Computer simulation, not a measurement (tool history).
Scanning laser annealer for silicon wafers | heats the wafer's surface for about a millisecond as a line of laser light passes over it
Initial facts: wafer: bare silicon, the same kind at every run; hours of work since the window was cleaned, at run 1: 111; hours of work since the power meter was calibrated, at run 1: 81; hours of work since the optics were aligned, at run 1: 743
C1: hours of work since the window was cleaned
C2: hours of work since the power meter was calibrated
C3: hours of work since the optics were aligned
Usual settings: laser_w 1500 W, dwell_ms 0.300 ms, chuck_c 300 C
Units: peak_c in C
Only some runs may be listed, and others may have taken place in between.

Run 1, hour 0.0: usual settings; C1 111; C2 81; C3 743. Result: peak_c 1003 C.
Run 2, hour 43.2: usual settings; C1 131; C2 101; C3 763. Result: peak_c 998 C.
Run 3, hour 92.2: usual settings; C1 153; C2 123; C3 785. Result: peak_c 1000 C.
Run 4, hour 124.4: usual settings; C1 168; C2 138; C3 800. Result: peak_c 998 C.
At hour 142.3: optics aligned, line set to its width.
Run 5, hour 161.0: usual settings; C1 182; C2 152; C3 8. Result: peak_c 1007 C.
Run 6, hour 208.6: usual settings; C1 204; C2 174; C3 30. Result: peak_c 1005 C.
Run 7, hour 233.3: usual settings; C1 215; C2 185; C3 41. Result: peak_c 1004 C.
Run 8, hour 258.7: usual settings; C1 226; C2 196; C3 53. Result: peak_c 1000 C.
Run 9, hour 304.6: usual settings; C1 247; C2 217; C3 74. Result: peak_c 1002 C.
Run 10, hour 346.6: usual settings; C1 266; C2 236; C3 93. Result: peak_c 1002 C.
Run 11, hour 393.7: usual settings; C1 288; C2 258; C3 114. Result: peak_c 998 C.
Run 12, hour 419.4: usual settings; C1 299; C2 269; C3 126. Result: peak_c 998 C.
Run 13, hour 448.5: usual settings; C1 313; C2 282; C3 139. Result: peak_c 995 C.
Run 14, hour 476.9: usual settings; C1 325; C2 295; C3 152. Result: peak_c 1000 C.
Run 15, hour 501.5: usual settings; C1 337; C2 307; C3 163. Result: peak_c 997 C.
Run 16, hour 540.0: usual settings; C1 354; C2 324; C3 180. Result: peak_c 995 C.
Run 17, hour 562.9: usual settings; C1 365; C2 334; C3 191. Result: peak_c 990 C.
Run 18, hour 586.2: usual settings; C1 375; C2 345; C3 201. Result: peak_c 991 C.
Run 19, hour 618.2: usual settings but dwell_ms 0.257 ms; C1 390; C2 359; C3 216. Result: peak_c 936 C.
At hour 660.3: window over the wafer cleaned.
Run 20, hour 669.9: usual settings; C1 4; C2 382; C3 238. Result: peak_c 1010 C.
Run 21, hour 691.2: usual settings; C1 14; C2 392; C3 248. Result: peak_c 1011 C.
Run 22, hour 738.5: usual settings but laser_w 1356 W, dwell_ms 0.371 ms, chuck_c 297 C; C1 35; C2 413; C3 270. Result: peak_c 1012 C.
Run 23, hour 765.6: usual settings but laser_w 1356 W, dwell_ms 0.371 ms, chuck_c 297 C; C1 48; C2 425; C3 282. Result: peak_c 1009 C.
Run 24, hour 793.9: usual settings but laser_w 1356 W, dwell_ms 0.371 ms, chuck_c 297 C; C1 61; C2 438; C3 295. Result: peak_c 1006 C.
Run 25, hour 837.9: usual settings but laser_w 1298 W, dwell_ms 0.371 ms, chuck_c 322 C; C1 81; C2 458; C3 315. Result: peak_c 993 C.
Run 26, hour 877.5: usual settings but laser_w 1586 W, dwell_ms 0.371 ms, chuck_c 321 C; C1 99; C2 476; C3 333. Result: peak_c 1166 C.
Run 27, hour 910.4: usual settings but laser_w 1456 W, dwell_ms 0.260 ms, chuck_c 307 C; C1 114; C2 491; C3 348. Result: peak_c 936 C.
Run 28, hour 943.6: usual settings but laser_w 1456 W, dwell_ms 0.260 ms, chuck_c 307 C; C1 129; C2 506; C3 363. Result: peak_c 933 C.
Run 29, hour 992.9: usual settings but laser_w 1456 W, dwell_ms 0.260 ms, chuck_c 307 C; C1 151; C2 529; C3 385. Result: peak_c 936 C.
Run 30, hour 1029.8: usual settings but laser_w 1346 W, dwell_ms 0.371 ms, chuck_c 307 C; C1 168; C2 545; C3 402. Result: peak_c 1007 C.
Run 31, hour 1067.8: usual settings but laser_w 1597 W, dwell_ms 0.294 ms; C1 185; C2 563; C3 419. Result: peak_c 1043 C.
Run 32, hour 1117.0: usual settings but laser_w 1309 W, dwell_ms 0.312 ms; C1 207; C2 585; C3 441. Result: peak_c 911 C.
Run 33, hour 1164.4: usual settings but laser_w 1418 W, dwell_ms 0.236 ms; C1 229; C2 606; C3 463. Result: peak_c 873 C.
Run 34, hour 1199.9: usual settings but laser_w 1419 W, dwell_ms 0.269 ms, chuck_c 312 C; C1 245; C2 623; C3 479. Result: peak_c 926 C.
Run 35, hour 1224.5: usual settings but laser_w 1424 W, dwell_ms 0.252 ms, chuck_c 306 C; C1 256; C2 634; C3 490. Result: peak_c 901 C.
Run 36, hour 1250.9: usual settings but laser_w 1530 W, chuck_c 323 C; C1 268; C2 646; C3 502. Result: peak_c 1031 C.
Run 37, hour 1280.8: usual settings but laser_w 1554 W, dwell_ms 0.258 ms, chuck_c 323 C; C1 282; C2 659; C3 516. Result: peak_c 987 C.
Run 38, hour 1326.4: usual settings but laser_w 1580 W, chuck_c 290 C; C1 302; C2 680; C3 536. Result: peak_c 1021 C.
Run 39, hour 1358.7: usual settings but laser_w 1280 W, dwell_ms 0.344 ms, chuck_c 290 C; C1 317; C2 695; C3 551. Result: peak_c 913 C.
Run 40, hour 1393.6: usual settings but laser_w 1280 W, dwell_ms 0.344 ms, chuck_c 290 C; C1 333; C2 710; C3 567. Result: peak_c 911 C.
Run 41, hour 1424.6: usual settings but laser_w 1308 W, dwell_ms 0.311 ms, chuck_c 282 C; C1 347; C2 725; C3 581. Result: peak_c 885 C.
Run 42, hour 1452.2: usual settings but laser_w 1419 W, dwell_ms 0.322 ms, chuck_c 317 C; C1 359; C2 737; C3 593. Result: peak_c 991 C.

Same runs, no hidden state in the tool, same run-to-run variation:
Unlogged tool condition in this case: light that passes the window, % of a clean one's; laser's true power over the reading, %; width of the line over the set one, %; drift of the gauge itself on peak_c, C.
run  peak_c
  1    1016
  2    1013
  3    1016
  4    1015
  5    1017
  6    1017
  7    1017
  8    1013
  9    1016
 10    1018
 11    1015
 12    1015
 13    1014
 14    1019
 15    1017
 16    1016
 17    1012
 18    1014
 19     957
 20    1017
 21    1018
 22    1020
 23    1018
 24    1015
 25    1004
 26    1181
 27     947
 28     946
 29     950
 30    1023
 31    1062
 32     927
 33     890
 34     944
 35     919
 36    1054
 37    1009
 38    1047
 39     937
 40     935
 41     909
 42    1018
